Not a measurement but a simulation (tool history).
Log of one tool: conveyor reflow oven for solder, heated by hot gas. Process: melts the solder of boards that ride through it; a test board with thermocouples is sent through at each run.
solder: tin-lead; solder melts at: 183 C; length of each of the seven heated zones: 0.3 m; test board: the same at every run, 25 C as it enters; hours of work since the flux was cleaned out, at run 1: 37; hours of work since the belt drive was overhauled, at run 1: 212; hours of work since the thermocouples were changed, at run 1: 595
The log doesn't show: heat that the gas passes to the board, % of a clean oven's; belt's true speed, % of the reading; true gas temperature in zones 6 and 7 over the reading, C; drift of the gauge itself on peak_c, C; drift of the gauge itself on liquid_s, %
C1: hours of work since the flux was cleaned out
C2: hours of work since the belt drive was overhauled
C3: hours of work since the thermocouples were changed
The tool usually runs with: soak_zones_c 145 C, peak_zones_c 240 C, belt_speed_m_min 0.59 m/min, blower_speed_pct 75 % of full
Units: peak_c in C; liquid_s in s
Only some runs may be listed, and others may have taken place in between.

{"run": 1, "hour": 0.0, "soak_zones_c": 145, "peak_zones_c": 240, "belt_speed_m_min": 0.59, "blower_speed_pct": 75, "C1": 37, "C2": 212, "C3": 595, "peak_c": 223.2, "liquid_s": 50.7}
{"run": 2, "hour": 9.1, "soak_zones_c": 145, "peak_zones_c": 240, "belt_speed_m_min": 0.59, "blower_speed_pct": 78, "C1": 44, "C2": 219, "C3": 602, "peak_c": 223.7, "liquid_s": 51.4}
{"run": 3, "hour": 18.3, "soak_zones_c": 145, "peak_zones_c": 248, "belt_speed_m_min": 0.59, "blower_speed_pct": 75, "C1": 51, "C2": 226, "C3": 609, "peak_c": 229.5, "liquid_s": 53.9}
{"run": 4, "hour": 29.4, "soak_zones_c": 145, "peak_zones_c": 248, "belt_speed_m_min": 0.59, "blower_speed_pct": 75, "C1": 59, "C2": 234, "C3": 617, "peak_c": 229.7, "liquid_s": 53.8}
{"run": 5, "hour": 37.1, "soak_zones_c": 145, "peak_zones_c": 248, "belt_speed_m_min": 0.59, "blower_speed_pct": 75, "C1": 65, "C2": 240, "C3": 623, "peak_c": 229.3, "liquid_s": 53.8}
{"run": 6, "hour": 44.3, "soak_zones_c": 145, "peak_zones_c": 240, "belt_speed_m_min": 0.564, "blower_speed_pct": 75, "C1": 70, "C2": 245, "C3": 628, "peak_c": 223.9, "liquid_s": 53.5}
{"run": 7, "hour": 50.9, "soak_zones_c": 145, "peak_zones_c": 240, "belt_speed_m_min": 0.564, "blower_speed_pct": 75, "C1": 75, "C2": 250, "C3": 633, "peak_c": 223.4, "liquid_s": 53.8}
{"run": 8, "hour": 62.6, "soak_zones_c": 145, "peak_zones_c": 241, "belt_speed_m_min": 0.564, "blower_speed_pct": 75, "C1": 84, "C2": 259, "C3": 642, "peak_c": 224.4, "liquid_s": 54.2}
{"run": 9, "hour": 72.2, "soak_zones_c": 145, "peak_zones_c": 241, "belt_speed_m_min": 0.564, "blower_speed_pct": 75, "C1": 91, "C2": 266, "C3": 649, "peak_c": 224.4, "liquid_s": 54.1}
{"run": 10, "hour": 80.9, "soak_zones_c": 145, "peak_zones_c": 241, "belt_speed_m_min": 0.564, "blower_speed_pct": 75, "C1": 98, "C2": 273, "C3": 656, "peak_c": 223.7, "liquid_s": 54.2}
{"run": 11, "hour": 88.1, "soak_zones_c": 145, "peak_zones_c": 240, "belt_speed_m_min": 0.59, "blower_speed_pct": 75, "C1": 103, "C2": 278, "C3": 661, "peak_c": 222.1, "liquid_s": 50.2}
{"run": 12, "hour": 97.7, "soak_zones_c": 145, "peak_zones_c": 240, "belt_speed_m_min": 0.59, "blower_speed_pct": 75, "C1": 111, "C2": 286, "C3": 669, "peak_c": 221.9, "liquid_s": 50.3}
{"run": 13, "hour": 106.1, "soak_zones_c": 145, "peak_zones_c": 240, "belt_speed_m_min": 0.59, "blower_speed_pct": 75, "C1": 117, "C2": 292, "C3": 675, "peak_c": 221.5, "liquid_s": 50.1}
{"run": 14, "hour": 117.2, "soak_zones_c": 140, "peak_zones_c": 245, "belt_speed_m_min": 0.59, "blower_speed_pct": 75, "C1": 125, "C2": 300, "C3": 683, "peak_c": 224.8, "liquid_s": 50.3}
{"hour": 122.2, "done": "belt drive overhauled, speed set with a stopwatch"}
{"run": 15, "hour": 133.4, "soak_zones_c": 140, "peak_zones_c": 245, "belt_speed_m_min": 0.59, "blower_speed_pct": 75, "C1": 135, "C2": 8, "C3": 693, "peak_c": 225.2, "liquid_s": 50.5}
{"run": 16, "hour": 142.6, "soak_zones_c": 140, "peak_zones_c": 245, "belt_speed_m_min": 0.59, "blower_speed_pct": 75, "C1": 142, "C2": 15, "C3": 700, "peak_c": 225.1, "liquid_s": 50.5}
{"run": 17, "hour": 149.9, "soak_zones_c": 145, "peak_zones_c": 243, "belt_speed_m_min": 0.59, "blower_speed_pct": 89, "C1": 147, "C2": 21, "C3": 705, "peak_c": 227.7, "liquid_s": 53.7}
{"run": 18, "hour": 157.6, "soak_zones_c": 147, "peak_zones_c": 251, "belt_speed_m_min": 0.545, "blower_speed_pct": 55, "C1": 153, "C2": 27, "C3": 711, "peak_c": 226.3, "liquid_s": 57.5}
{"run": 19, "hour": 164.9, "soak_zones_c": 147, "peak_zones_c": 251, "belt_speed_m_min": 0.545, "blower_speed_pct": 55, "C1": 159, "C2": 32, "C3": 716, "peak_c": 225.8, "liquid_s": 57.4}
{"run": 20, "hour": 171.1, "soak_zones_c": 147, "peak_zones_c": 251, "belt_speed_m_min": 0.484, "blower_speed_pct": 62, "C1": 163, "C2": 37, "C3": 721, "peak_c": 233.3, "liquid_s": 68.9}
{"run": 21, "hour": 182.6, "soak_zones_c": 132, "peak_zones_c": 251, "belt_speed_m_min": 0.558, "blower_speed_pct": 62, "C1": 172, "C2": 46, "C3": 730, "peak_c": 225.2, "liquid_s": 51.2}
{"hour": 193.6, "done": "belt drive overhauled, speed set with a stopwatch, once more"}
{"run": 22, "hour": 198.5, "soak_zones_c": 132, "peak_zones_c": 251, "belt_speed_m_min": 0.558, "blower_speed_pct": 62, "C1": 181, "C2": 4, "C3": 739, "peak_c": 224.7, "liquid_s": 50.1}
{"run": 23, "hour": 206.8, "soak_zones_c": 135, "peak_zones_c": 251, "belt_speed_m_min": 0.656, "blower_speed_pct": 62, "C1": 187, "C2": 10, "C3": 745, "peak_c": 218.4, "liquid_s": 39.3}
{"run": 24, "hour": 218.3, "soak_zones_c": 135, "peak_zones_c": 251, "belt_speed_m_min": 0.656, "blower_speed_pct": 67, "C1": 196, "C2": 19, "C3": 754, "peak_c": 220.2, "liquid_s": 40.9}
{"run": 25, "hour": 229.1, "soak_zones_c": 136, "peak_zones_c": 234, "belt_speed_m_min": 0.622, "blower_speed_pct": 78, "C1": 204, "C2": 27, "C3": 762, "peak_c": 213, "liquid_s": 39.6}
{"run": 26, "hour": 234.4, "soak_zones_c": 136, "peak_zones_c": 238, "belt_speed_m_min": 0.573, "blower_speed_pct": 60, "C1": 208, "C2": 31, "C3": 766, "peak_c": 213.1, "liquid_s": 42}

What if the next run were any one of these 5? Each begins from the tool's condition after run 26:
{"run": "A", "hour": 243.4, "soak_zones_c": 136, "peak_zones_c": 233, "belt_speed_m_min": 0.573, "blower_speed_pct": 60, "C1": 215, "C2": 38, "C3": 773, "peak_c": "?", "liquid_s": "?"}
{"run": "B", "hour": 243.4, "soak_zones_c": 145, "peak_zones_c": 240, "belt_speed_m_min": 0.482, "blower_speed_pct": 60, "C1": 215, "C2": 38, "C3": 773, "peak_c": "?", "liquid_s": "?"}
{"run": "C", "hour": 243.4, "soak_zones_c": 133, "peak_zones_c": 238, "belt_speed_m_min": 0.583, "blower_speed_pct": 60, "C1": 215, "C2": 38, "C3": 773, "peak_c": "?", "liquid_s": "?"}
{"run": "D", "hour": 243.4, "soak_zones_c": 145, "peak_zones_c": 244, "belt_speed_m_min": 0.59, "blower_speed_pct": 75, "C1": 215, "C2": 38, "C3": 773, "peak_c": "?", "liquid_s": "?"}
{"run": "E", "hour": 243.4, "soak_zones_c": 146, "peak_zones_c": 237, "belt_speed_m_min": 0.59, "blower_speed_pct": 78, "C1": 215, "C2": 38, "C3": 773, "peak_c": "?", "liquid_s": "?"}

run=A peak_c=208.7 liquid_s=38.9
run=B peak_c=222.7 liquid_s=61.4
run=C peak_c=210.9 liquid_s=39.2
run=D peak_c=223.6 liquid_s=50.9
run=E peak_c=218.9 liquid_s=49.2
The same runs, with their run-to-run variation unchanged, on a tool lacking any hidden condition would have given:
run=A peak_c=212.1 liquid_s=42.1
run=B peak_c=225.8 liquid_s=63.6
run=C peak_c=214.5 liquid_s=42.3
run=D peak_c=227.3 liquid_s=52.9
run=E peak_c=222.5 liquid_s=51.4
